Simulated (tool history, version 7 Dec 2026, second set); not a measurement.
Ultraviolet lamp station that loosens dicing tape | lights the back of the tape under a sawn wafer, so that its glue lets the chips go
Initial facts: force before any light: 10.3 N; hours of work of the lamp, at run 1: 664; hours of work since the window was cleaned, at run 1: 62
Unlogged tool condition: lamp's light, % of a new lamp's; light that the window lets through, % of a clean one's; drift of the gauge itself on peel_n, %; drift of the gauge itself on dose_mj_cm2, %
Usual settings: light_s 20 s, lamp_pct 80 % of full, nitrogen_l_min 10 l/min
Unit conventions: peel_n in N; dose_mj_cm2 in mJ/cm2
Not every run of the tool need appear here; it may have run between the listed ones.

run	hour	light_s	lamp_pct	nitrogen_l_min	hours of work of the lamp	hours of work since the window was cleaned	peel_n	dose_mj_cm2
1	0	20	80	10	664	62	0.763	464
2	39.4	20	64	10	688	87	1.249	370
3	71.5	20	64	10	709	107	1.292	368
4	111.9	20	80	10	734	132	0.796	457
5	137.8	20	80	10	750	148	0.793	465
6	177.4	20	76	10	775	173	0.89	439
7	195.4	20	80	10	786	184	0.815	459
8	220.1	20	80	10	802	200	0.79	458
9	247.1	20	80	10	818	217	0.77	462
10	271.3	20	80	10	834	232	0.796	466
11	299.3	20	87	10	851	249	0.662	497
12	315.6	20	87	10	861	260	0.672	502
13	335.6	20	87	10	874	272	0.663	496
14	367	20	87	10	893	292	0.664	507
15	385.3	21	78	4	905	303	1.674	473
16	406.2	21	78	4	918	316	1.656	469
17	423.5	17	66	7	929	327	1.96	323
18	443.8	35	80	10	941	340	0.263	805
19	481.8	12	94	4	965	364	2.922	326
20	509.6	20	66	11	983	381	1.11	380
21	526.3	20	66	7	993	391	1.56	377
22	544.7	36	64	8	1005	403	0.463	661
23	566.6	14	64	16	1018	417	1.683	257
24	603.2	11	69	6	1041	440	3.721	219
25	629.7	11	69	6	1058	456	3.688	216
26	657.5	11	69	6	1075	474	3.623	222
27	684.9	39	79	6	1092	491	0.315	892

Here are 4 independent what-if runs from the current tool condition. What would each one return?
A	724.3	23	77	4	1117	515	?	?
B	724.3	12	63	19	1117	515	?	?
C	724.3	39	79	9	1117	515	?	?
D	724.3	39	72	9	1117	515	?	?

run	peel_n	dose_mj_cm2
A	1.46	509
B	2.078	218
C	0.237	890
D	0.275	810
Stripped of hidden state, with their random variation kept, the same runs would have yielded:
run	peel_n	dose_mj_cm2
A	1.454	510
B	2.07	218
C	0.237	893
D	0.274	812
